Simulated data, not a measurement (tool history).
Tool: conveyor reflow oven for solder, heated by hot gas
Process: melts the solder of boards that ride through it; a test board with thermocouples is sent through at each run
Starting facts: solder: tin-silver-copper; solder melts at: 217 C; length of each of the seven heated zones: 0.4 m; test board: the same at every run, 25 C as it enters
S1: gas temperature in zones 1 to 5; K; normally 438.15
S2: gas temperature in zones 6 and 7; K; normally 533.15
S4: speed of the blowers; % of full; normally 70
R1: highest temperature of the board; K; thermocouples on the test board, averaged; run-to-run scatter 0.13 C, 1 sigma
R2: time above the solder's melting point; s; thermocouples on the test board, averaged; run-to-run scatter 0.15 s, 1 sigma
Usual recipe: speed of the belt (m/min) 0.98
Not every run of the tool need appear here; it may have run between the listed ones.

{"run": 1, "hour": 0.0, "S1": 438.15, "S2": 533.15, "speed of the belt (m/min)": 0.98, "S4": 70, "R1": 518.45, "R2": 31.4}
{"run": 2, "hour": 28.5, "S1": 438.15, "S2": 534.15, "speed of the belt (m/min)": 0.98, "S4": 70, "R1": 519.15, "R2": 31.9}
{"run": 3, "hour": 91.0, "S1": 438.15, "S2": 524.15, "speed of the belt (m/min)": 0.98, "S4": 70, "R1": 510.25, "R2": 26.6}
{"run": 4, "hour": 146.8, "S1": 438.15, "S2": 524.15, "speed of the belt (m/min)": 0.98, "S4": 70, "R1": 510.45, "R2": 26.6}
{"run": 5, "hour": 203.5, "S1": 438.15, "S2": 524.15, "speed of the belt (m/min)": 1.106, "S4": 70, "R1": 506.75, "R2": 20.2}
{"run": 6, "hour": 258.2, "S1": 438.15, "S2": 524.15, "speed of the belt (m/min)": 1.106, "S4": 70, "R1": 506.85, "R2": 20}
{"run": 7, "hour": 286.0, "S1": 438.15, "S2": 524.15, "speed of the belt (m/min)": 1.106, "S4": 70, "R1": 506.75, "R2": 20.1}
{"run": 8, "hour": 315.3, "S1": 438.15, "S2": 533.15, "speed of the belt (m/min)": 0.98, "S4": 70, "R1": 518.45, "R2": 31.4}
{"run": 9, "hour": 354.5, "S1": 438.15, "S2": 533.15, "speed of the belt (m/min)": 0.943, "S4": 70, "R1": 519.55, "R2": 33.5}
{"run": 10, "hour": 395.1, "S1": 438.15, "S2": 533.15, "speed of the belt (m/min)": 0.943, "S4": 70, "R1": 519.05, "R2": 33.9}
{"run": 11, "hour": 429.7, "S1": 438.15, "S2": 536.15, "speed of the belt (m/min)": 0.943, "S4": 70, "R1": 521.95, "R2": 34.6}
{"run": 12, "hour": 473.7, "S1": 438.15, "S2": 536.15, "speed of the belt (m/min)": 0.943, "S4": 70, "R1": 521.95, "R2": 34.7}
{"run": 13, "hour": 499.6, "S1": 448.15, "S2": 533.15, "speed of the belt (m/min)": 0.98, "S4": 70, "R1": 519.85, "R2": 34.3}
{"run": 14, "hour": 542.4, "S1": 438.15, "S2": 533.15, "speed of the belt (m/min)": 0.98, "S4": 74, "R1": 519.05, "R2": 32.1}
{"run": 15, "hour": 572.5, "S1": 438.15, "S2": 533.15, "speed of the belt (m/min)": 0.98, "S4": 70, "R1": 518.15, "R2": 31.3}
{"run": 16, "hour": 606.3, "S1": 438.15, "S2": 546.15, "speed of the belt (m/min)": 0.973, "S4": 70, "R1": 529.95, "R2": 37}
{"run": 17, "hour": 664.2, "S1": 438.15, "S2": 546.15, "speed of the belt (m/min)": 0.973, "S4": 70, "R1": 529.85, "R2": 36.9}
{"run": 18, "hour": 693.3, "S1": 444.15, "S2": 525.15, "speed of the belt (m/min)": 0.959, "S4": 70, "R1": 512.75, "R2": 30.5}
{"run": 19, "hour": 720.4, "S1": 435.15, "S2": 523.15, "speed of the belt (m/min)": 0.904, "S4": 64, "R1": 509.85, "R2": 28.3}
{"run": 20, "hour": 754.1, "S1": 435.15, "S2": 537.15, "speed of the belt (m/min)": 0.904, "S4": 72, "R1": 524.15, "R2": 37.4}
{"run": 21, "hour": 782.7, "S1": 438.15, "S2": 533.15, "speed of the belt (m/min)": 0.98, "S4": 55, "R1": 514.25, "R2": 28.3}
{"run": 22, "hour": 845.3, "S1": 440.15, "S2": 533.15, "speed of the belt (m/min)": 0.98, "S4": 55, "R1": 514.65, "R2": 28.7}
{"run": 23, "hour": 895.4, "S1": 440.15, "S2": 546.15, "speed of the belt (m/min)": 0.98, "S4": 65, "R1": 528.85, "R2": 36.7}
{"run": 24, "hour": 930.9, "S1": 430.15, "S2": 546.15, "speed of the belt (m/min)": 0.984, "S4": 65, "R1": 526.85, "R2": 33.6}
{"run": 25, "hour": 958.0, "S1": 438.15, "S2": 533.15, "speed of the belt (m/min)": 1.146, "S4": 70, "R1": 512.85, "R2": 23.2}
{"run": 26, "hour": 1009.1, "S1": 428.15, "S2": 540.15, "speed of the belt (m/min)": 0.98, "S4": 70, "R1": 522.75, "R2": 31.8}
{"run": 27, "hour": 1046.9, "S1": 428.15, "S2": 540.15, "speed of the belt (m/min)": 0.98, "S4": 70, "R1": 522.75, "R2": 31.8}
{"run": 28, "hour": 1095.0, "S1": 428.15, "S2": 529.15, "speed of the belt (m/min)": 0.989, "S4": 70, "R1": 512.95, "R2": 25.7}
{"run": 29, "hour": 1119.5, "S1": 433.15, "S2": 529.15, "speed of the belt (m/min)": 1.169, "S4": 56, "R1": 503.55, "R2": 14.2}
{"run": 30, "hour": 1148.4, "S1": 438.15, "S2": 533.15, "speed of the belt (m/min)": 0.98, "S4": 76, "R1": 519.35, "R2": 32.5}

The log once held 3 entries between its listed runs, left out of this copy. Where does each go, and what is different about the tool's unlogged condition between the listed run before it and the listed run after it?
From run 2 to run 3: flux residue cleaned out of gas plates and filters (hour 54)
  heat that the gas passes to the board, % of a clean oven's: 99.7 -> 100
From run 11 to run 12: thermocouples of zones 6 and 7 changed (hour 453.1)
  true gas temperature in zones 6 and 7 over the reading, C: 0.02 -> 0
From run 21 to run 22: flux residue cleaned out of gas plates and filters (hour 790.9)
  heat that the gas passes to the board, % of a clean oven's: 99.7 -> 100
